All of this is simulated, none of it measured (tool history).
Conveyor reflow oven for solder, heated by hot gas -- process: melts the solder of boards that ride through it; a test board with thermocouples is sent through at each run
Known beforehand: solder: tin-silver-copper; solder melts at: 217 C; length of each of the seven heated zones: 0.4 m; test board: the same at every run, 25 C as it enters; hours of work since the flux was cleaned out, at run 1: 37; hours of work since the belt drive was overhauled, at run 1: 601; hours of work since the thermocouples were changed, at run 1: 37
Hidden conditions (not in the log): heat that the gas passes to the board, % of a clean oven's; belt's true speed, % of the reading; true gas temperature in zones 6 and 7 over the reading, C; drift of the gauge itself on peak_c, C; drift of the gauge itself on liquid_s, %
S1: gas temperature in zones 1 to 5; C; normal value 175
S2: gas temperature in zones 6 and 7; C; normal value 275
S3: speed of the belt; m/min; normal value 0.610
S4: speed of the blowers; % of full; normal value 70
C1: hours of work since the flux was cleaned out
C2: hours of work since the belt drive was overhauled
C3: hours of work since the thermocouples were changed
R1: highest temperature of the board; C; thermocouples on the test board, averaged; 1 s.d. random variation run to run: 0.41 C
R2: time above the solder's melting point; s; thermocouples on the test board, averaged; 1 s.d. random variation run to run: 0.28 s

Run 1, hour 0.0: usual settings; C1 37; C2 601; C3 37. Result: R1 258.6 C, R2 63.9 s.
Run 2, hour 21.3: usual settings; C1 54; C2 618; C3 54. Result: R1 258.0 C, R2 63.5 s.
Run 3, hour 37.4: usual settings but S1 174 C; C1 67; C2 631; C3 67. Result: R1 257.6 C, R2 62.8 s.
Run 4, hour 55.1: usual settings but S1 174 C; C1 81; C2 645; C3 81. Result: R1 257.3 C, R2 62.5 s.
Run 5, hour 66.9: usual settings but S1 174 C; C1 91; C2 654; C3 91. Result: R1 256.6 C, R2 62.2 s.
Run 6, hour 86.3: usual settings; C1 106; C2 670; C3 106. Result: R1 256.8 C, R2 62.9 s.
Run 7, hour 103.7: usual settings; C1 120; C2 684; C3 120. Result: R1 256.5 C, R2 61.9 s.
Run 8, hour 120.8: usual settings; C1 134; C2 697; C3 134. Result: R1 257.0 C, R2 62.2 s.
Run 9, hour 141.8: usual settings; C1 150; C2 714; C3 150. Result: R1 257.1 C, R2 62.1 s.
Run 10, hour 158.2: usual settings but S3 0.724 m/min; C1 163; C2 727; C3 163. Result: R1 249.9 C, R2 46.8 s.
Run 11, hour 176.1: usual settings but S3 0.724 m/min; C1 178; C2 741; C3 178. Result: R1 249.6 C, R2 46.3 s.
Run 12, hour 198.1: usual settings but S3 0.724 m/min; C1 195; C2 759; C3 195. Result: R1 249.3 C, R2 46.5 s.
Run 13, hour 212.5: usual settings but S3 0.724 m/min; C1 207; C2 770; C3 207. Result: R1 249.5 C, R2 46.3 s.
Run 14, hour 226.9: usual settings but S3 0.724 m/min; C1 218; C2 782; C3 218. Result: R1 249.1 C, R2 46.1 s.
Run 15, hour 241.6: usual settings but S4 69 % of full; C1 230; C2 794; C3 230. Result: R1 255.4 C, R2 60.8 s.
At hour 261.9: flux residue cleaned out of gas plates and filters.
Run 16, hour 264.9: usual settings but S4 69 % of full; C1 2; C2 808; C3 245. Result: R1 257.5 C, R2 63.4 s.
Run 17, hour 282.9: usual settings but S2 273 C, S3 0.527 m/min; C1 17; C2 823; C3 259. Result: R1 260.6 C, R2 77.1 s.
Run 18, hour 299.4: usual settings but S2 273 C, S3 0.527 m/min; C1 30; C2 836; C3 272. Result: R1 260.4 C, R2 76.5 s.
Run 19, hour 314.5: usual settings but S1 163 C, S3 0.520 m/min, S4 65 % of full; C1 42; C2 848; C3 284. Result: R1 259.0 C, R2 72.3 s.
Run 20, hour 330.4: usual settings but S1 163 C, S2 266 C, S3 0.520 m/min, S4 65 % of full; C1 55; C2 860; C3 297. Result: R1 251.0 C, R2 65.7 s.
Run 21, hour 349.3: usual settings but S2 264 C, S3 0.515 m/min; C1 70; C2 876; C3 312. Result: R1 252.3 C, R2 73.0 s.
Run 22, hour 358.2: usual settings but S1 169 C, S4 62 % of full; C1 77; C2 883; C3 319. Result: R1 253.9 C, R2 58.4 s.
Run 23, hour 369.2: usual settings but S4 74 % of full; C1 86; C2 891; C3 328. Result: R1 257.8 C, R2 63.8 s.
Run 24, hour 383.9: usual settings but S1 171 C, S2 270 C, S3 0.662 m/min, S4 54 % of full; C1 97; C2 903; C3 339. Result: R1 244.4 C, R2 44.9 s.
Run 25, hour 404.2: usual settings but S1 171 C, S2 279 C, S3 0.662 m/min, S4 88 % of full; C1 113; C2 919; C3 356. Result: R1 260.3 C, R2 59.0 s.
Run 26, hour 425.9: usual settings but S3 0.719 m/min, S4 85 % of full; C1 131; C2 937; C3 373. Result: R1 254.0 C, R2 51.6 s.
Run 27, hour 438.3: usual settings but S3 0.719 m/min, S4 85 % of full; C1 141; C2 946; C3 383. Result: R1 253.9 C, R2 51.4 s.
Run 28, hour 456.5: usual settings but S1 181 C, S2 286 C; C1 155; C2 961; C3 397. Result: R1 266.4 C, R2 71.2 s.
Run 29, hour 470.9: usual settings but S1 179 C, S2 278 C, S3 0.602 m/min; C1 167; C2 972; C3 409. Result: R1 259.6 C, R2 66.9 s.

Expected results for the next run?
Run 30, hour 490.3: usual settings but S1 180 C, S3 0.550 m/min; C1 182; C2 988; C3 424. Result: R1 ?, R2 ?.

Run 30 gave R1 260.4 C, R2 74.3 s.
Without the tool's hidden state the same run would have given R1 262.2 C, R2 74.4 s.

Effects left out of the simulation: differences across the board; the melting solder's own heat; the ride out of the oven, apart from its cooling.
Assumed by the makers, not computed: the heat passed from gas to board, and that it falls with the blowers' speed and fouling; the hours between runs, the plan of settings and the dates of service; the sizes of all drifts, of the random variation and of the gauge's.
